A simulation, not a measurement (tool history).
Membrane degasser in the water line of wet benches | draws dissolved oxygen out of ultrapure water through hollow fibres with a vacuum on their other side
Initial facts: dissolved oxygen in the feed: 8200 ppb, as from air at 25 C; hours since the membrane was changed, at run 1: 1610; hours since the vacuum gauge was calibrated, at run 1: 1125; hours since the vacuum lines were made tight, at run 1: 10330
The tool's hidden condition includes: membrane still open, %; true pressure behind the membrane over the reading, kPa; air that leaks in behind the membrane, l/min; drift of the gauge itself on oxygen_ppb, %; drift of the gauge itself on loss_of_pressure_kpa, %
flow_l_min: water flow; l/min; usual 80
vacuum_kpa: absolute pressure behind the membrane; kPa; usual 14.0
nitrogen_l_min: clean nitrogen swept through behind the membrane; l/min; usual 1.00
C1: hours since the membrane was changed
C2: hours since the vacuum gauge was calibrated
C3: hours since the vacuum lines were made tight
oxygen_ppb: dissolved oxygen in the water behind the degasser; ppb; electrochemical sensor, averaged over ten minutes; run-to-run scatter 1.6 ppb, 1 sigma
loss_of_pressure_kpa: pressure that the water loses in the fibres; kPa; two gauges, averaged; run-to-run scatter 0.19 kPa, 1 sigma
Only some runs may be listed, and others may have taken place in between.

run 1 day=0.000 | flow_l_min=80 vacuum_kpa=14.0 nitrogen_l_min=1.00 | C1=1610 C2=1125 C3=10330 | oxygen_ppb=1313.3 loss_of_pressure_kpa=40.25
run 2 day=2.125 | flow_l_min=80 vacuum_kpa=14.0 nitrogen_l_min=1.00 | C1=1661 C2=1176 C3=10381 | oxygen_ppb=1317.3 loss_of_pressure_kpa=39.71
run 3 day=3.729 | flow_l_min=80 vacuum_kpa=14.0 nitrogen_l_min=1.00 | C1=1699 C2=1215 C3=10420 | oxygen_ppb=1316.5 loss_of_pressure_kpa=39.83
run 4 day=6.238 | flow_l_min=80 vacuum_kpa=14.0 nitrogen_l_min=1.00 | C1=1759 C2=1275 C3=10480 | oxygen_ppb=1313.2 loss_of_pressure_kpa=39.81
run 5 day=8.279 | flow_l_min=80 vacuum_kpa=14.0 nitrogen_l_min=1.00 | C1=1809 C2=1324 C3=10529 | oxygen_ppb=1313.8 loss_of_pressure_kpa=39.93
run 6 day=10.921 | flow_l_min=80 vacuum_kpa=14.0 nitrogen_l_min=0.51 | C1=1872 C2=1387 C3=10592 | oxygen_ppb=1875.3 loss_of_pressure_kpa=40.17
run 7 day=12.729 | flow_l_min=80 vacuum_kpa=14.0 nitrogen_l_min=0.51 | C1=1915 C2=1431 C3=10636 | oxygen_ppb=1875.2 loss_of_pressure_kpa=40.14
run 8 day=14.479 | flow_l_min=80 vacuum_kpa=24.7 nitrogen_l_min=1.00 | C1=1957 C2=1473 C3=10678 | oxygen_ppb=2307.5 loss_of_pressure_kpa=40.29
run 9 day=16.283 | flow_l_min=80 vacuum_kpa=12.4 nitrogen_l_min=1.00 | C1=2001 C2=1516 C3=10721 | oxygen_ppb=1146.6 loss_of_pressure_kpa=40.20

Run 10 is up next; what results do you expect?
run 10 day=17.450 | flow_l_min=52 vacuum_kpa=19.3 nitrogen_l_min=1.00 | C1=2029 C2=1544 C3=10749 | oxygen_ppb=? loss_of_pressure_kpa=?

For run 10 the tool returned oxygen_ppb 1376.1 ppb, loss_of_pressure_kpa 26.08 kPa.
With no hidden state in the tool, this same run would have given oxygen_ppb 1376.8 ppb, loss_of_pressure_kpa 25.94 kPa.
